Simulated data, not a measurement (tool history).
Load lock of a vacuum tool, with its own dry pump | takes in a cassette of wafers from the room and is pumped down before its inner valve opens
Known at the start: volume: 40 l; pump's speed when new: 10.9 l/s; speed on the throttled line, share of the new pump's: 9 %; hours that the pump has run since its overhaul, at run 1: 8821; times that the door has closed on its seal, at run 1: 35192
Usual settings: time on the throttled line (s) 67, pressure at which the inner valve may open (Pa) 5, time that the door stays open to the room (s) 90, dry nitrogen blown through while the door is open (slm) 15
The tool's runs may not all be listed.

run    hour  time on the throttled line (s)  pressure at which the inner valve may open (Pa)  time that the door stays open to the room (s)  dry nitrogen blown through while the door is open (slm)  hours that the pump has run since its overhaul  times that the door has closed on its seal  incoming humidity of the room's air, %  time from the closed door until the inner valve may open (s)  rise of the pressure with all valves shut (Pa/min)
  1     0.0                              67                                                5                                             90                                                       15                                            8821                                       35192                                    45.6                                                         101.7                                               0.104
  2   220.9                              67                                                5                                             90                                                       15                                            9042                                       35725                                    44.4                                                         100.7                                               0.102
  3   425.6                              67                                                5                                             90                                                       15                                            9247                                       36220                                    48.6                                                         100.5                                               0.105
  4   648.9                              67                                                5                                             90                                                        6                                            9470                                       36759                                    47.5                                                         101.6                                               0.121
  5   892.8                              67                                                5                                             90                                                        6                                            9714                                       37349                                    41.9                                                         102.0                                               0.120
  6  1106.6                              67                                                5                                             90                                                        6                                            9928                                       37865                                    42.7                                                         100.9                                               0.118
  7  1300.8                              67                                                5                                             90                                                        6                                           10122                                       38334                                    45.0                                                         101.2                                               0.125
  8  1422.5                              67                                                5                                             90                                                        6                                           10244                                       38628                                    42.8                                                         101.4                                               0.126
  9  1539.1                              67                                                5                                             26                                                       15                                           10360                                       38910                                    44.3                                                         100.9                                               0.109
 10  1663.9                              67                                                5                                             26                                                       15                                           10485                                       39211                                    43.7                                                         101.6                                               0.100
 11  1914.3                              67                                                5                                             26                                                       15                                           10735                                       39816                                    45.2                                                         101.8                                               0.111
 12  2136.4                              67                                                5                                             90                                                       15                                           10957                                       40353                                    46.0                                                         102.4                                               0.122
 13  2335.0                              67                                                5                                             90                                                       15                                           11156                                       40833                                    47.1                                                         103.4                                               0.127
 14  2591.1                              67                                                5                                             90                                                       15                                           11412                                       41452                                    42.0                                                         101.8                                               0.131
 15  2763.0                              67                                                5                                             90                                                        5                                           11584                                       41867                                    47.8                                                         101.1                                               0.139
 16  2879.5                              67                                                5                                             90                                                        5                                           11701                                       42148                                    47.3                                                         101.8                                               0.140
 17  3009.7                              67                                                5                                             62                                                        5                                           11831                                       42463                                    45.1                                                         101.7                                               0.137
 18  3181.4                              67                                                5                                             62                                                        5                                           12002                                       42878                                    41.3                                                         101.1                                               0.140
 19  3373.0                              90                                                5                                             62                                                        5                                           12194                                       43340                                    44.3                                                         122.0                                               0.140
 20  3642.6                              40                                                7                                             90                                                       19                                           12464                                       43992                                    43.0                                                          77.7                                               0.137
 21  3904.6                              40                                                7                                             90                                                       19                                           12726                                       44625                                    47.5                                                          78.2                                               0.135
 22  4163.2                              71                                                8                                             90                                                       15                                           12984                                       45250                                    43.3                                                         104.5                                               0.141
 23  4432.5                              71                                                8                                             90                                                       15                                           13254                                       45900                                    41.6                                                         103.9                                               0.146
 24  4613.0                              71                                                8                                             90                                                       15                                           13434                                       46336                                    43.4                                                         103.9                                               0.141
 25  4813.3                              71                                                8                                             90                                                       15                                           13634                                       46820                                    48.2                                                         104.8                                               0.148
 26  5064.4                              71                                                8                                             90                                                       15                                           13885                                       47427                                    47.3                                                         104.4                                               0.155
 27  5254.3                              67                                                5                                             48                                                       15                                           14075                                       47886                                    42.7                                                         102.1                                               0.149
 28  5466.9                              67                                                5                                             69                                                        4                                           14288                                       48399                                    40.5                                                         104.9                                               0.162
 29  5708.3                              88                                                5                                             69                                                       27                                           14529                                       48983                                    43.5                                                         122.0                                               0.157
 30  5861.5                              88                                                5                                             69                                                       27                                           14682                                       49353                                    45.0                                                         121.1                                               0.156
 31  5996.5                              88                                                5                                             69                                                       27                                           14817                                       49679                                    46.3                                                         121.6                                               0.157
 32  6226.4                              88                                                5                                             69                                                       27                                           15047                                       50234                                    48.6                                                         122.2                                               0.158

Forecast each of these 4 alternatives for the next run:
  A  6417.3                              67                                                5                                             90                                                       11                                           15238                                       50695                                    40.9                                                             ?                                                   ?
  B  6417.3                              78                                                5                                             85                                                       15                                           15238                                       50695                                    43.3                                                             ?                                                   ?
  C  6417.3                              88                                                5                                             95                                                       15                                           15238                                       50695                                    44.8                                                             ?                                                   ?
  D  6417.3                              35                                                5                                             90                                                        8                                           15238                                       50695                                    43.5                                                             ?                                                   ?

run  time from the closed door until the inner valve may open (s)  rise of the pressure with all valves shut (Pa/min)
  A                                                         103.5                                               0.170
  B                                                         113.7                                               0.163
  C                                                         123.3                                               0.173
  D                                                          74.6                                               0.179
Without the tool's hidden state the same runs would have given:
run  time from the closed door until the inner valve may open (s)  rise of the pressure with all valves shut (Pa/min)
  A                                                          97.8                                               0.028
  B                                                         108.3                                               0.022
  C                                                         118.0                                               0.030
  D                                                          68.5                                               0.035
